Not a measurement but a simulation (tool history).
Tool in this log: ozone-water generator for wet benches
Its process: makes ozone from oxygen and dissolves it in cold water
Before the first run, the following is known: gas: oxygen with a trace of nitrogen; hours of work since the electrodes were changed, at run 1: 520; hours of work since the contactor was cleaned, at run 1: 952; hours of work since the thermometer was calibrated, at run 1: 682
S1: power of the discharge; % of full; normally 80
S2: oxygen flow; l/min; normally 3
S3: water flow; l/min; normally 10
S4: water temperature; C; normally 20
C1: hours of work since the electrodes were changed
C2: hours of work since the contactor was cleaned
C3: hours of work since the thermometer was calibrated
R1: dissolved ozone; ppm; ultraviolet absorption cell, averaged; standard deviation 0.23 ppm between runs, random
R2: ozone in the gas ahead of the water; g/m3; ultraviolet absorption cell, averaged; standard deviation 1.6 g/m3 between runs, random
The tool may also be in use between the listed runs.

{"run": 1, "day": 0.0, "S1": 80, "S2": 3, "S3": 10, "S4": 20, "C1": 520, "C2": 952, "C3": 682, "R1": 33, "R2": 294.8}
{"run": 2, "day": 1.029, "S1": 80, "S2": 3, "S3": 10, "S4": 20, "C1": 536, "C2": 968, "C3": 698, "R1": 33.4, "R2": 293}
{"run": 3, "day": 2.158, "S1": 80, "S2": 3, "S3": 10, "S4": 20, "C1": 554, "C2": 986, "C3": 716, "R1": 33.3, "R2": 295.2}
{"run": 4, "day": 2.688, "S1": 80, "S2": 3, "S3": 10, "S4": 20, "C1": 562, "C2": 994, "C3": 724, "R1": 33.3, "R2": 293.5}
{"run": 5, "day": 3.862, "S1": 80, "S2": 3, "S3": 10, "S4": 20, "C1": 581, "C2": 1013, "C3": 743, "R1": 33.2, "R2": 294.6}
{"run": 6, "day": 4.996, "S1": 80, "S2": 3, "S3": 10, "S4": 20, "C1": 599, "C2": 1031, "C3": 761, "R1": 33.1, "R2": 294.6}
{"run": 7, "day": 6.121, "S1": 80, "S2": 3, "S3": 10, "S4": 20, "C1": 616, "C2": 1049, "C3": 778, "R1": 33.3, "R2": 293.5}
{"day": 6.233, "done": "water thermometer calibrated"}
{"run": 8, "day": 7.167, "S1": 80, "S2": 3, "S3": 10, "S4": 20, "C1": 633, "C2": 1065, "C3": 15, "R1": 33, "R2": 291.7}
{"run": 9, "day": 8.112, "S1": 80, "S2": 3, "S3": 10, "S4": 20, "C1": 648, "C2": 1080, "C3": 30, "R1": 32.9, "R2": 291.3}
{"run": 10, "day": 9.071, "S1": 80, "S2": 3.11, "S3": 10, "S4": 20, "C1": 663, "C2": 1095, "C3": 45, "R1": 33, "R2": 289.3}
{"run": 11, "day": 10.183, "S1": 80, "S2": 2.34, "S3": 10, "S4": 18, "C1": 680, "C2": 1113, "C3": 62, "R1": 33.5, "R2": 332.2}
{"run": 12, "day": 11.312, "S1": 80, "S2": 2.76, "S3": 6, "S4": 17, "C1": 698, "C2": 1130, "C3": 80, "R1": 47.2, "R2": 304.4}
{"day": 12.388, "done": "water thermometer calibrated, once more"}
{"run": 13, "day": 12.6, "S1": 80, "S2": 3, "S3": 10, "S4": 16, "C1": 718, "C2": 1150, "C3": 3, "R1": 34.9, "R2": 291}
{"run": 14, "day": 13.475, "S1": 80, "S2": 3, "S3": 10, "S4": 16, "C1": 732, "C2": 1164, "C3": 17, "R1": 34.8, "R2": 291.1}
{"run": 15, "day": 14.675, "S1": 80, "S2": 3, "S3": 10, "S4": 16, "C1": 751, "C2": 1183, "C3": 36, "R1": 35, "R2": 291.1}
{"run": 16, "day": 15.725, "S1": 80, "S2": 3.1, "S3": 11, "S4": 16, "C1": 768, "C2": 1200, "C3": 53, "R1": 33.2, "R2": 289.7}
{"run": 17, "day": 16.688, "S1": 80, "S2": 1.69, "S3": 6, "S4": 20, "C1": 783, "C2": 1215, "C3": 68, "R1": 45.7, "R2": 382.9}

Selected run-to-run steps in R1, each split into two signed amounts: the part the tool would show with no hidden state at all (from settings, incoming material and random variation), and the remainder, which goes to the hidden state together with any gauge scatter not common to the measured and the hidden-state-free results:
What the log doesn't record here: yield of the discharge, % of new electrodes'; contactor's efficiency, % of a clean one's; true water temperature over the reading, C; drift of the gauge itself on ozone_ppm, %; drift of the gauge itself on gas_g_m3, %.
Run 11 -> 12: S2 2.34 -> 2.76, S3 10 -> 6, S4 18 -> 17. R1 +13.7 ppm: hidden state -0.4, all else +14.1.
